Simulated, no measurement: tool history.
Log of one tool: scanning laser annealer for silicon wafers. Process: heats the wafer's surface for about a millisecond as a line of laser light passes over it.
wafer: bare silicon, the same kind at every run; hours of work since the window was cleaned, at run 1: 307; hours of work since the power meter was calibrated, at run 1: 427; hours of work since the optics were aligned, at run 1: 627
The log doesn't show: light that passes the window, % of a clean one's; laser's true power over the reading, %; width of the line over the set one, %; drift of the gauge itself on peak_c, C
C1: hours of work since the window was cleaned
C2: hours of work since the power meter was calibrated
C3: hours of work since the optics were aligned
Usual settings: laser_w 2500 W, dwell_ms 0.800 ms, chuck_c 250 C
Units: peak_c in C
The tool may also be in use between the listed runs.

run 1 day=0.000 | laser_w=2500 dwell_ms=0.800 chuck_c=250 | C1=307 C2=427 C3=627 | peak_c=920
run 2 day=0.404 | laser_w=2500 dwell_ms=0.861 chuck_c=250 | C1=314 C2=434 C3=634 | peak_c=947
run 3 day=0.817 | laser_w=2500 dwell_ms=0.800 chuck_c=215 | C1=321 C2=441 C3=642 | peak_c=887
run 4 day=1.412 | laser_w=2500 dwell_ms=0.800 chuck_c=215 | C1=332 C2=452 C3=653 | peak_c=884
run 5 day=1.817 | laser_w=2728 dwell_ms=0.800 chuck_c=250 | C1=339 C2=459 C3=660 | peak_c=1001
run 6 day=2.358 | laser_w=2500 dwell_ms=0.800 chuck_c=250 | C1=349 C2=469 C3=669 | peak_c=916
run 7 day=3.033 | laser_w=2500 dwell_ms=0.800 chuck_c=250 | C1=361 C2=481 C3=682 | peak_c=915
run 8 day=3.558 | laser_w=2500 dwell_ms=0.800 chuck_c=250 | C1=370 C2=491 C3=691 | peak_c=913
run 9 day=4.225 | laser_w=2500 dwell_ms=0.800 chuck_c=250 | C1=382 C2=503 C3=703 | peak_c=909
run 10 day=4.512 | laser_w=2500 dwell_ms=0.800 chuck_c=250 | C1=387 C2=508 C3=708 | peak_c=912
run 11 day=5.125 | laser_w=2500 dwell_ms=0.800 chuck_c=250 | C1=398 C2=519 C3=719 | peak_c=916
run 12 day=5.467 | laser_w=2500 dwell_ms=0.800 chuck_c=250 | C1=404 C2=525 C3=725 | peak_c=914
run 13 day=6.104 | laser_w=2500 dwell_ms=0.800 chuck_c=250 | C1=416 C2=536 C3=737 | peak_c=911
run 14 day=6.638 | laser_w=2500 dwell_ms=0.800 chuck_c=250 | C1=426 C2=546 C3=746 | peak_c=910
run 15 day=7.046 | laser_w=2500 dwell_ms=0.800 chuck_c=250 | C1=433 C2=553 C3=754 | peak_c=907
run 16 day=7.488 | laser_w=2627 dwell_ms=0.888 chuck_c=250 | C1=441 C2=561 C3=761 | peak_c=997
-- day=7.662 laser's power meter calibrated
run 17 day=8.212 | laser_w=2627 dwell_ms=0.950 chuck_c=273 | C1=451 C2=10 C3=772 | peak_c=1043
run 18 day=8.692 | laser_w=2627 dwell_ms=0.950 chuck_c=273 | C1=460 C2=18 C3=781 | peak_c=1047
run 19 day=9.196 | laser_w=2411 dwell_ms=0.788 chuck_c=251 | C1=469 C2=28 C3=790 | peak_c=874
run 20 day=9.746 | laser_w=2411 dwell_ms=0.788 chuck_c=251 | C1=479 C2=37 C3=800 | peak_c=870
-- day=10.254 laser's power meter calibrated, once more
run 21 day=10.346 | laser_w=2411 dwell_ms=0.788 chuck_c=251 | C1=487 C2=2 C3=808 | peak_c=875
run 22 day=10.796 | laser_w=2198 dwell_ms=0.618 chuck_c=250 | C1=496 C2=10 C3=816 | peak_c=729
run 23 day=11.108 | laser_w=2172 dwell_ms=0.665 chuck_c=252 | C1=501 C2=15 C3=822 | peak_c=744

Run 24 comes next. What will it give?
run 24 day=11.638 | laser_w=2172 dwell_ms=0.600 chuck_c=252 | C1=511 C2=25 C3=831 | peak_c=?

Run 24 gave peak_c 716 C.
Without the tool's hidden state the same run would have given peak_c 748 C.
